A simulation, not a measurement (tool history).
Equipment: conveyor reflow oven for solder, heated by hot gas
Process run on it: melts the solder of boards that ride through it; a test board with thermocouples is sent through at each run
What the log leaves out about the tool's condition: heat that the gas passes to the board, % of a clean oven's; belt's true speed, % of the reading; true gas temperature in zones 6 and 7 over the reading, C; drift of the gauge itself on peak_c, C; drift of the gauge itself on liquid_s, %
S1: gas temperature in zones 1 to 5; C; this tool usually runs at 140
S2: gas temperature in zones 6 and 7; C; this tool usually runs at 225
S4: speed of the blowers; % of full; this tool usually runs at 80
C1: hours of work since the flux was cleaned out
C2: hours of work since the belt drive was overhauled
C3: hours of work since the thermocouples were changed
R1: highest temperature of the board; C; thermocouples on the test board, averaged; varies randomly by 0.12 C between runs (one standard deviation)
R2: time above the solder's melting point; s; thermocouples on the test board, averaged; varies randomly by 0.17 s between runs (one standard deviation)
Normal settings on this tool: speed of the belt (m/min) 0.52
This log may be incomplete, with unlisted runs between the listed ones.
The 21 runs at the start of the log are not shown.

Run 22, hour 452.7: usual settings but speed of the belt (m/min) 0.603, S4 84 % of full; C1 22; C2 515; C3 722. Result: R1 213.1 C, R2 50.9 s.
Run 23, hour 468.6: usual settings but S1 150 C, S2 216 C, speed of the belt (m/min) 0.612, S4 59 % of full; C1 28; C2 522; C3 729. Result: R1 200.2 C, R2 39.1 s.
Run 24, hour 484.3: usual settings but S1 150 C, S2 216 C, speed of the belt (m/min) 0.612, S4 59 % of full; C1 35; C2 528; C3 735. Result: R1 200.3 C, R2 39 s.
Run 25, hour 509.7: usual settings but speed of the belt (m/min) 0.482; C1 46; C2 539; C3 746. Result: R1 217 C, R2 68.8 s.
Run 26, hour 531.6: usual settings but speed of the belt (m/min) 0.482; C1 56; C2 549; C3 756. Result: R1 217.2 C, R2 68.6 s.
Run 27, hour 560.4: usual settings but S2 235 C, speed of the belt (m/min) 0.475, S4 52 % of full; C1 68; C2 561; C3 768. Result: R1 219.3 C, R2 69.2 s.
Run 28, hour 584.6: usual settings but S1 149 C, S2 230 C, speed of the belt (m/min) 0.489; C1 79; C2 572; C3 779. Result: R1 222.3 C, R2 74.4 s.
Run 29, hour 616.8: usual settings but S1 149 C, speed of the belt (m/min) 0.489, S4 70 % of full; C1 93; C2 586; C3 793. Result: R1 215.8 C, R2 69.5 s.
Run 30, hour 641.8: usual settings but S1 149 C, speed of the belt (m/min) 0.489, S4 70 % of full; C1 103; C2 597; C3 804. Result: R1 215.9 C, R2 69.9 s.

Forecast each of these 5 alternatives for the next run:
Run A, hour 655.6: usual settings but S1 151 C, speed of the belt (m/min) 0.489, S4 70 % of full; C1 109; C2 603; C3 810. Result: R1 ?, R2 ?.
Run B, hour 655.6: usual settings but S1 129 C, speed of the belt (m/min) 0.575, S4 63 % of full; C1 109; C2 603; C3 810. Result: R1 ?, R2 ?.
Run C, hour 655.6: usual settings but S1 143 C, S2 213 C, speed of the belt (m/min) 0.466; C1 109; C2 603; C3 810. Result: R1 ?, R2 ?.
Run D, hour 655.6: usual settings but S2 219 C, speed of the belt (m/min) 0.542, S4 59 % of full; C1 109; C2 603; C3 810. Result: R1 ?, R2 ?.
Run E, hour 655.6: usual settings but S1 134 C, S2 233 C, S4 52 % of full; C1 109; C2 603; C3 810. Result: R1 ?, R2 ?.

run     R1    R2
  A  216.1  70.7
  B  206.5  42.1
  C  206.9    64
  D    204  46.4
  E  213.5  55.1
Stripped of hidden state, with their random variation kept, the same runs would have yielded:
run     R1    R2
  A  216.2  70.7
  B  206.6  42.1
  C    207    64
  D    204  46.4
  E  213.5  55.1
